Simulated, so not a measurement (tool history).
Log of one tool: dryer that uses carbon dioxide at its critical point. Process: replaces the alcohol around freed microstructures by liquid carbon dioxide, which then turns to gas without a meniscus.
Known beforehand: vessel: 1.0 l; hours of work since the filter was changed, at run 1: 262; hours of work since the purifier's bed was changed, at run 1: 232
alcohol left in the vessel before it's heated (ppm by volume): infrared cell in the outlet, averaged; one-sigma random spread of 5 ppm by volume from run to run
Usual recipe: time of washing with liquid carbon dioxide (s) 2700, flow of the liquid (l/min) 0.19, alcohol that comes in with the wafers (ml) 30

run	hour	time of washing with liquid carbon dioxide (s)	flow of the liquid (l/min)	alcohol that comes in with the wafers (ml)	hours of work since the filter was changed	hours of work since the purifier's bed was changed	alcohol left in the vessel before it's heated (ppm by volume)
1	0	2700	0.19	30	262	232	76
2	10.2	2700	0.204	30	269	239	65
3	21.6	2160	0.19	30	277	247	167
4	29.8	2160	0.19	30	283	253	175
5	39.2	2160	0.19	30	290	260	173
6	47.7	2160	0.19	30	296	266	182
7	57.3	2160	0.19	30	303	273	185
8	69	2160	0.19	30	312	282	192
9	78.2	2700	0.281	30	318	288	60
10	87.1	2700	0.19	30	325	295	93
11	93.3	2700	0.19	30	329	299	93
12	107.3	2700	0.19	30	339	310	93
13	119.4	2700	0.19	30	348	318	97
14	134	3420	0.19	30	359	329	69
15	148.5	3420	0.19	30	369	339	62
16	161.1	3420	0.19	30	378	348	72
17	171.9	3420	0.156	30	386	356	102
18	186.1	3660	0.156	113	396	367	140
19	200.2	3180	0.284	30	407	377	76
20	206.9	3180	0.284	30	412	382	76
21	217.7	3180	0.171	60	419	389	129
22	226.7	3180	0.171	60	426	396	131
# hour 230.5: inlet filter changed
23	239.9	2520	0.171	49	7	405	193
24	246.6	2700	0.19	118	12	410	173
25	260.5	2700	0.19	118	22	420	174
26	270.4	2700	0.161	104	29	427	337

Run 27 comes next. What will it give?
27	278.8	1800	0.19	30	35	433	?

Run 27 gave alcohol left in the vessel before it's heated (ppm by volume) 340.
If the tool had no hidden condition, the same run with the same run-to-run variation would have returned alcohol left in the vessel before it's heated (ppm by volume) 243.

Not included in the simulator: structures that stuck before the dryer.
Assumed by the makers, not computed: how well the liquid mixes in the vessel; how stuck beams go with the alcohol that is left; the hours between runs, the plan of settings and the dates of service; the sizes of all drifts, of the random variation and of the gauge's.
